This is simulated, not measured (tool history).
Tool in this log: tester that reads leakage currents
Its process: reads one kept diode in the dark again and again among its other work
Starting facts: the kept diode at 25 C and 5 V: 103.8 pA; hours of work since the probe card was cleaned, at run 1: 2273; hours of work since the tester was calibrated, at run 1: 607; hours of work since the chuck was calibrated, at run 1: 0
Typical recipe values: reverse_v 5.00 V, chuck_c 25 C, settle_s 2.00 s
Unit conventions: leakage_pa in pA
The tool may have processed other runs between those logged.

run	hour	reverse_v	chuck_c	settle_s	hours of work since the probe card was cleaned	hours of work since the tester was calibrated	hours of work since the chuck was calibrated	leakage_pa
1	0.0	5.00	25	2.00	2273	607	0	109.09
2	179.3	5.00	25	2.00	2361	696	89	110.27
# hour 278.5: probe card cleaned and baked
3	283.0	5.00	25	2.00	2	746	139	104.39
4	379.4	5.00	21	2.00	50	793	186	74.34
5	539.8	5.00	21	2.00	129	873	266	74.86
6	679.6	5.00	25	2.00	198	942	335	105.24
7	839.4	5.00	42	2.00	278	1021	414	410.65
8	949.9	5.00	25	2.00	332	1076	469	105.72
9	1143.3	5.00	25	2.00	428	1171	564	107.40
10	1305.7	5.00	25	2.00	508	1252	645	107.39
11	1462.2	5.00	25	2.00	586	1329	722	108.59
12	1549.3	5.00	39	2.00	629	1372	765	333.52
13	1663.0	6.81	25	2.00	685	1428	821	130.59
14	1771.7	6.81	25	2.00	739	1482	875	131.14
15	1956.9	5.00	25	2.00	831	1574	967	110.01
16	2081.8	5.00	25	2.00	892	1636	1029	109.77
17	2174.8	5.00	25	2.00	938	1682	1075	110.32
18	2294.0	5.00	25	2.00	997	1741	1134	111.25
19	2386.0	5.00	25	2.00	1043	1786	1179	110.77
20	2479.5	5.00	25	2.00	1089	1832	1225	111.59
21	2667.9	13.78	39	2.00	1182	1926	1319	615.78
22	2846.3	5.51	20	2.00	1271	2014	1407	79.14
23	2998.5	5.51	20	2.00	1346	2089	1482	79.77
24	3114.2	5.00	22	2.71	1403	2147	1540	88.94
25	3215.0	5.00	22	2.71	1453	2196	1589	89.10
26	3312.0	1.32	25	3.33	1501	2244	1637	51.91
27	3505.9	1.17	34	2.00	1597	2340	1733	99.93
28	3682.5	3.47	25	8.53	1684	2428	1821	93.36
29	3833.7	3.47	32	2.07	1759	2503	1896	164.21
30	3982.8	3.47	39	9.47	1833	2576	1969	282.46
31	4066.8	14.78	39	9.47	1875	2618	2011	660.70
32	4194.8	1.85	39	5.00	1938	2681	2074	196.41
33	4376.6	1.85	39	5.00	2028	2771	2164	195.48
34	4560.8	6.00	31	3.57	2119	2862	2255	211.78
# hour 4647.0: chuck's temperature calibrated
35	4667.4	9.69	20	0.77	2171	2914	10	112.40
36	4771.2	9.69	20	0.77	2222	2965	61	113.22
37	4953.3	2.33	25	2.00	2312	3056	152	69.04
38	5074.1	2.33	25	2.00	2372	3115	211	68.72
# hour 5152.4: probe card cleaned and baked
39	5256.6	5.00	57	9.94	52	3204	300	1197.03
40	5359.1	5.00	57	9.94	102	3255	351	1204.03

Forecast each of these 3 alternatives for the next run:
A	5450.9	6.51	31	6.78	148	3300	396	?
B	5450.9	5.00	44	9.94	148	3300	396	?
C	5450.9	5.00	33	2.00	148	3300	396	?

run	leakage_pa
A	199.68
B	470.62
C	200.46
Without the tool's unlogged condition, the same runs would have read:
run	leakage_pa
A	201.96
B	477.36
C	202.93
